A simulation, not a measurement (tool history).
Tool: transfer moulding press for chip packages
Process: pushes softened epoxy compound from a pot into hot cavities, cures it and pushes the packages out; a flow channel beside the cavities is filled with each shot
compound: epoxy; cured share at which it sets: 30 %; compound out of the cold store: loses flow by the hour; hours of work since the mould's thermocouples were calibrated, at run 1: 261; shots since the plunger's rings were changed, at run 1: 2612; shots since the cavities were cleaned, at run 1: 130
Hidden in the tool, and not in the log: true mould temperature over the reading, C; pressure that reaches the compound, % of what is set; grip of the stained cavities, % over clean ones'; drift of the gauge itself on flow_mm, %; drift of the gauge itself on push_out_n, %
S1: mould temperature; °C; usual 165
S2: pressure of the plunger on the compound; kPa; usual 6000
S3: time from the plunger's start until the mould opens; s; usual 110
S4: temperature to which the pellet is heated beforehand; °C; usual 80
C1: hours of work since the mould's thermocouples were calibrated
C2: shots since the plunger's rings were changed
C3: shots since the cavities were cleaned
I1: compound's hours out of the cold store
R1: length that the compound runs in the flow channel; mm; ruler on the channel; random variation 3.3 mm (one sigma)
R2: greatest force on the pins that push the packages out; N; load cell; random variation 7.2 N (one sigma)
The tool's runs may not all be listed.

run   hour   S1    S2   S3  S4   C1    C2   C3    I1   R1   R2
  1      0  165  6000  110  80  261  2612  130  37.3  500  315
  2   28.7  165  6000  110  80  275  2866  384  16.3  526  300
      57.4  -- cavities cleaned with cleaning compound and waxed
  3   75.4  165  6000  110  80  299  3267  160  31.2  500  293
  4  122.5  165  6000  110  80  323  3684  577  11.7  539  299
     130.2  -- cavities cleaned with cleaning compound and waxed
  5  179.9  165  6000  110  71  352  4180  441  34.1  501  308
     203.1  -- mould's thermocouples calibrated
     204.6  -- cavities cleaned with cleaning compound and waxed
  6  214.9  165  6000  110  71    5  4459   91   9.4  538  308
     277.3  -- cavities cleaned with cleaning compound and waxed
  7  283.8  165  6000  110  71   40  5056   57  15.7  528  314
       318  -- plunger's sealing rings changed
     352.8  -- cavities cleaned with cleaning compound and waxed
  8  352.8  165  6000  110  71   74   295    0  30.3  505  313
  9  413.5  165  6000  110  71  105   834  539  19.6  521  309
     425.1  -- cavities cleaned with cleaning compound and waxed
 10    484  165  6000  110  71  141  1445  522    15  527  315
     499.1  -- cavities cleaned with cleaning compound and waxed
 11  532.5  165  6000  110  83  165  1862  296  32.8  501  304
 12  563.8  165  4500  110  80  181  2139  573  32.5  432  299
     571.8  -- cavities cleaned with cleaning compound and waxed
 13  631.8  163  5750  142  80  215  2729  532  27.3  509  301
     643.9  -- cavities cleaned with cleaning compound and waxed
 14  683.7  162  6000  113  80  242  3176  353  23.2  528  337
     718.6  -- cavities cleaned with cleaning compound and waxed
 15    748  162  4870  113  82  274  3732  261  23.6  476  342
     791.9  -- cavities cleaned with cleaning compound and waxed
 16  801.2  162  4870  113  82  301  4190   82  13.7  487  343
 17  855.2  157  6000  124  80  329  4669  561  21.2  550  375
     866.1  -- cavities cleaned with cleaning compound and waxed
 18    892  163  6390   97  87  347  4982  230  43.4  511  353

4 ways to go on from here, each from the tool as it stands after run 18. What would each give?
     925.3  -- mould's thermocouples calibrated
     933.6  -- plunger's sealing rings changed
  A  933.6  165  6000   95  80   3   0  559  46.7   ?   ?
     925.3  -- mould's thermocouples calibrated
     933.6  -- plunger's sealing rings changed
  B  933.6  158  6390   97  87   3   0  559  40.4   ?   ?
     925.3  -- mould's thermocouples calibrated
     933.6  -- plunger's sealing rings changed
  C  933.6  165  6000  110  71   3   0  559  46.1   ?   ?
     925.3  -- mould's thermocouples calibrated
     933.6  -- plunger's sealing rings changed
  D  933.6  166  5840  103  80   3   0  559  10.8   ?   ?

run   R1   R2
  A  485  344
  B  537  515
  C  482  302
  D  525  309
Without the tool's hidden state the same runs would have given:
run   R1   R2
  A  485  338
  B  537  505
  C  482  296
  D  525  304
